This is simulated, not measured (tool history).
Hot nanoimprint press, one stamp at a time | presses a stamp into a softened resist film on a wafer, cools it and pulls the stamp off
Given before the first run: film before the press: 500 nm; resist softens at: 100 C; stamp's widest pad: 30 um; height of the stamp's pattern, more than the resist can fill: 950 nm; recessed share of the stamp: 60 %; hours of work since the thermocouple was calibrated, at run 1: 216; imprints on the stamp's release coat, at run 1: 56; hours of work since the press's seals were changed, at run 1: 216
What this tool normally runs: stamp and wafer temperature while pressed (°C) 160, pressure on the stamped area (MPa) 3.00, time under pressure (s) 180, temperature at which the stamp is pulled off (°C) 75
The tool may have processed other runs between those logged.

| run | hour | stamp and wafer temperature while pressed (°C) | pressure on the stamped area (MPa) | time under pressure (s) | temperature at which the stamp is pulled off (°C) | hours of work since the thermocouple was calibrated | imprints on the stamp's release coat | hours of work since the press's seals were changed | resist left under the stamp's widest pad (nm) | greatest force while the stamp is pulled off (N) |
|---|---|---|---|---|---|---|---|---|---|---|
| 1 | 0.0 | 160 | 3.00 | 180 | 75 | 216 | 56 | 216 | 258.6 | 103 |
| 2 | 11.9 | 160 | 3.00 | 180 | 75 | 224 | 99 | 224 | 257.3 | 98 |
| 3 | 31.3 | 154 | 3.00 | 180 | 75 | 237 | 170 | 237 | 333.4 | 101 |
| 4 | 43.6 | 154 | 3.00 | 123 | 75 | 245 | 215 | 245 | 363.1 | 107 |
| 5 | 59.8 | 154 | 3.00 | 123 | 75 | 255 | 274 | 255 | 367.3 | 101 |
| 6 | 69.4 | 156 | 3.00 | 180 | 75 | 262 | 309 | 262 | 307.9 | 106 |
| 7 | 83.9 | 156 | 3.00 | 180 | 75 | 271 | 363 | 271 | 308.0 | 107 |
| 8 | 95.8 | 155 | 2.73 | 133 | 76 | 279 | 406 | 279 | 357.1 | 107 |
| 9 | 115.7 | 165 | 2.58 | 115 | 80 | 292 | 479 | 292 | 261.7 | 101 |
| 10 | 127.6 | 165 | 2.58 | 115 | 80 | 300 | 522 | 300 | 261.1 | 103 |
| 11 | 138.0 | 165 | 1.86 | 115 | 76 | 307 | 560 | 307 | 294.7 | 104 |

3 options for the next run, each taken on its own from the tool as it stands now. Forecast them:
| A | 153.6 | 165 | 1.86 | 115 | 83 | 317 | 617 | 317 | ? | ? |
| B | 153.6 | 160 | 3.00 | 177 | 81 | 317 | 617 | 317 | ? | ? |
| C | 153.6 | 160 | 4.72 | 214 | 75 | 317 | 617 | 317 | ? | ? |

| run | resist left under the stamp's widest pad (nm) | greatest force while the stamp is pulled off (N) |
|---|---|---|
| A | 295.3 | 102 |
| B | 260.6 | 101 |
| C | 203.6 | 109 |
Without the tool's unlogged condition, the same runs would have read:
| run | resist left under the stamp's widest pad (nm) | greatest force while the stamp is pulled off (N) |
|---|---|---|
| A | 284.1 | 90 |
| B | 248.3 | 89 |
| C | 191.8 | 97 |
